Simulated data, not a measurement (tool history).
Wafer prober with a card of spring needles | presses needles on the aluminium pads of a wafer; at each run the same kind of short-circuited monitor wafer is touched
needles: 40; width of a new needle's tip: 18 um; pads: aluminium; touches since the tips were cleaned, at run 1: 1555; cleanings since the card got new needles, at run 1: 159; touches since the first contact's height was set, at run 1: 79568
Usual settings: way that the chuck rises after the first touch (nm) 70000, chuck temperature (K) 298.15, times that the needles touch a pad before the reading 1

run,day,way that the chuck rises after the first touch (nm),chuck temperature (K),times that the needles touch a pad before the reading,touches since the tips were cleaned,cleanings since the card got new needles,touches since the first contact's height was set,resistance of one needle with its contact and lead (mohm),way that a needle slides on the pad (nm)
1,0.000,70000,298.15,1,1555,159,79568,286,16120
# day 0.100: tips cleaned on abrasive film
# day 0.300: tips cleaned on abrasive film
# day 0.550: tips cleaned on abrasive film
# day 0.750: tips cleaned on abrasive film
# day 1.000: tips cleaned on abrasive film
# day 1.246: tips cleaned on abrasive film
# day 1.496: tips cleaned on abrasive film
# day 1.742: tips cleaned on abrasive film
# day 1.992: tips cleaned on abrasive film
# day 2.242: tips cleaned on abrasive film
# day 2.488: tips cleaned on abrasive film
2,2.525,70000,298.15,1,427,170,107659,209,15600
# day 2.725: tips cleaned on abrasive film
# day 2.925: tips cleaned on abrasive film
# day 3.175: tips cleaned on abrasive film
# day 3.421: tips cleaned on abrasive film
# day 3.621: tips cleaned on abrasive film
# day 3.871: tips cleaned on abrasive film
3,3.954,70000,298.15,1,928,176,123526,264,15600
# day 4.104: tips cleaned on abrasive film
# day 4.304: tips cleaned on abrasive film
# day 4.550: tips cleaned on abrasive film
# day 4.750: tips cleaned on abrasive film
# day 5.000: tips cleaned on abrasive film
# day 5.250: tips cleaned on abrasive film
# day 5.450: tips cleaned on abrasive film
4,5.529,70000,298.15,1,915,183,141041,260,15330
# day 5.679: tips cleaned on abrasive film
# day 5.929: tips cleaned on abrasive film
# day 6.175: tips cleaned on abrasive film
# day 6.425: tips cleaned on abrasive film
# day 6.675: tips cleaned on abrasive film
# day 6.892: tips cleaned on abrasive film
5,6.892,70000,298.15,1,0,189,156206,162,15110
# day 7.092: tips cleaned on abrasive film
# day 7.292: tips cleaned on abrasive film
# day 7.542: tips cleaned on abrasive film
# day 7.788: tips cleaned on abrasive film
# day 8.038: tips cleaned on abrasive film
# day 8.288: tips cleaned on abrasive film
# day 8.396: height of the first contact set anew
# day 8.508: tips cleaned on abrasive film
6,8.508,70000,364.15,1,0,196,1227,185,14370
# day 8.758: tips cleaned on abrasive film
# day 8.958: tips cleaned on abrasive film
# day 9.204: tips cleaned on abrasive film
# day 9.454: tips cleaned on abrasive film
# day 9.704: tips cleaned on abrasive film
# day 9.900: tips cleaned on abrasive film
# day 10.150: tips cleaned on abrasive film
# day 10.400: tips cleaned on abrasive film
7,10.558,70000,364.15,1,1792,204,24041,351,14090
# day 10.612: tips cleaned on abrasive film
# day 10.858: tips cleaned on abrasive film
# day 11.108: tips cleaned on abrasive film
# day 11.354: tips cleaned on abrasive film
# day 11.604: tips cleaned on abrasive film
# day 11.854: tips cleaned on abrasive film
# day 12.100: tips cleaned on abrasive film
8,12.246,70000,364.15,1,1627,211,42823,364,13970
# day 12.346: tips cleaned on abrasive film
# day 12.596: tips cleaned on abrasive film
# day 12.796: tips cleaned on abrasive film
# day 13.050: height of the first contact set anew, once more
# day 13.054: tips cleaned on abrasive film
# day 13.304: tips cleaned on abrasive film
# day 13.554: tips cleaned on abrasive film
9,13.621,70000,364.15,1,749,217,6283,248,16520
# day 13.771: tips cleaned on abrasive film
# day 13.971: tips cleaned on abrasive film
# day 14.217: tips cleaned on abrasive film
# day 14.417: tips cleaned on abrasive film
# day 14.667: tips cleaned on abrasive film
# day 14.867: tips cleaned on abrasive film
# day 15.112: tips cleaned on abrasive film
# day 15.329: tips cleaned on abrasive film
10,15.329,70000,364.15,1,0,225,25264,170,16250
# day 15.529: tips cleaned on abrasive film
# day 15.775: tips cleaned on abrasive film
# day 16.025: tips cleaned on abrasive film
# day 16.275: tips cleaned on abrasive film
# day 16.521: tips cleaned on abrasive film
# day 16.721: tips cleaned on abrasive film
# day 16.971: tips cleaned on abrasive film
# day 17.221: tips cleaned on abrasive film
# day 17.467: tips cleaned on abrasive film
11,17.504,70000,364.15,1,436,234,49492,229,16120
# day 17.704: tips cleaned on abrasive film
# day 17.954: tips cleaned on abrasive film
# day 18.154: tips cleaned on abrasive film
# day 18.400: tips cleaned on abrasive film
# day 18.600: tips cleaned on abrasive film
# day 18.850: tips cleaned on abrasive film
12,18.979,51000,376.15,1,1460,240,65890,422,11490
# day 19.079: tips cleaned on abrasive film
# day 19.329: tips cleaned on abrasive film
# day 19.579: tips cleaned on abrasive film
# day 19.825: tips cleaned on abrasive film
# day 20.075: tips cleaned on abrasive film
# day 20.325: tips cleaned on abrasive film
13,20.396,51000,376.15,1,798,246,81627,349,11340
# day 20.546: tips cleaned on abrasive film
# day 20.792: tips cleaned on abrasive film
# day 20.992: tips cleaned on abrasive film
# day 21.242: tips cleaned on abrasive film
# day 21.492: tips cleaned on abrasive film
14,21.662,79000,386.15,1,1935,251,95734,306,17620
# day 21.712: tips cleaned on abrasive film
# day 21.962: tips cleaned on abrasive film
# day 22.212: tips cleaned on abrasive film
# day 22.458: tips cleaned on abrasive film
# day 22.708: tips cleaned on abrasive film
# day 22.954: tips cleaned on abrasive film
# day 23.204: tips cleaned on abrasive film
# day 23.454: tips cleaned on abrasive film
15,23.538,55000,386.15,1,981,259,116634,363,12070
# day 23.692: tips cleaned on abrasive film
# day 23.938: tips cleaned on abrasive film
# day 24.188: tips cleaned on abrasive film
# day 24.388: tips cleaned on abrasive film
# day 24.633: tips cleaned on abrasive film
# day 24.883: tips cleaned on abrasive film
# day 25.083: tips cleaned on abrasive film
# day 25.333: tips cleaned on abrasive film
# day 25.579: tips cleaned on abrasive film
16,25.583,73000,386.15,1,38,268,139356,189,16190
# day 25.783: tips cleaned on abrasive film
# day 25.983: tips cleaned on abrasive film
# day 26.229: tips cleaned on abrasive film
# day 26.429: tips cleaned on abrasive film
# day 26.679: tips cleaned on abrasive film
17,26.688,73000,386.15,1,102,273,151628,196,16030
# day 26.888: tips cleaned on abrasive film
# day 27.138: tips cleaned on abrasive film
# day 27.383: tips cleaned on abrasive film
# day 27.633: tips cleaned on abrasive film
18,27.796,73000,386.15,1,1814,277,163958,350,15870
# day 27.846: tips cleaned on abrasive film
# day 28.096: tips cleaned on abrasive film
# day 28.346: tips cleaned on abrasive film
# day 28.592: tips cleaned on abrasive film
# day 28.604: height of the first contact set anew
# day 28.854: tips cleaned on abrasive film
# day 29.100: tips cleaned on abrasive film
# day 29.300: tips cleaned on abrasive film
# day 29.550: tips cleaned on abrasive film
# day 29.800: tips cleaned on abrasive film
19,29.900,60000,298.15,1,1131,286,14410,314,14060
# day 30.000: tips cleaned on abrasive film
# day 30.246: tips cleaned on abrasive film
# day 30.496: tips cleaned on abrasive film
# day 30.746: tips cleaned on abrasive film
# day 30.992: tips cleaned on abrasive film
# day 31.192: tips cleaned on abrasive film
# day 31.442: tips cleaned on abrasive film
20,31.542,74000,298.15,1,1118,293,32668,273,17210
# day 31.642: tips cleaned on abrasive film
# day 31.892: tips cleaned on abrasive film
# day 32.142: tips cleaned on abrasive film
# day 32.388: tips cleaned on abrasive film
# day 32.638: tips cleaned on abrasive film
# day 32.888: tips cleaned on abrasive film
# day 33.133: tips cleaned on abrasive film
21,33.167,80000,366.15,2,388,300,50782,186,18530

Forecast each of these 4 alternatives for the next run:
# day 33.367: tips cleaned on abrasive film
# day 33.617: tips cleaned on abrasive film
# day 33.867: tips cleaned on abrasive film
# day 34.112: tips cleaned on abrasive film
# day 34.312: tips cleaned on abrasive film
# day 34.512: tips cleaned on abrasive film
# day 34.762: tips cleaned on abrasive film
# day 35.008: tips cleaned on abrasive film
# day 35.258: tips cleaned on abrasive film
A,35.275,85000,366.15,2,201,309,74221,?,?
# day 33.367: tips cleaned on abrasive film
# day 33.617: tips cleaned on abrasive film
# day 33.867: tips cleaned on abrasive film
# day 34.112: tips cleaned on abrasive film
# day 34.312: tips cleaned on abrasive film
# day 34.512: tips cleaned on abrasive film
# day 34.762: tips cleaned on abrasive film
# day 35.008: tips cleaned on abrasive film
# day 35.258: tips cleaned on abrasive film
B,35.275,80000,359.15,2,201,309,74221,?,?
# day 33.367: tips cleaned on abrasive film
# day 33.617: tips cleaned on abrasive film
# day 33.867: tips cleaned on abrasive film
# day 34.112: tips cleaned on abrasive film
# day 34.312: tips cleaned on abrasive film
# day 34.512: tips cleaned on abrasive film
# day 34.762: tips cleaned on abrasive film
# day 35.008: tips cleaned on abrasive film
# day 35.258: tips cleaned on abrasive film
C,35.275,52000,366.15,2,201,309,74221,?,?
# day 33.367: tips cleaned on abrasive film
# day 33.617: tips cleaned on abrasive film
# day 33.867: tips cleaned on abrasive film
# day 34.112: tips cleaned on abrasive film
# day 34.312: tips cleaned on abrasive film
# day 34.512: tips cleaned on abrasive film
# day 34.762: tips cleaned on abrasive film
# day 35.008: tips cleaned on abrasive film
# day 35.258: tips cleaned on abrasive film
D,35.275,52000,298.15,1,201,309,74221,?,?

run,resistance of one needle with its contact and lead (mohm),way that a needle slides on the pad (nm)
A,179,19700
B,182,18540
C,228,11780
D,260,11570
Without the tool's hidden state the same runs would have given:
run,resistance of one needle with its contact and lead (mohm),way that a needle slides on the pad (nm)
A,148,20310
B,148,19140
C,157,12370
D,147,12150
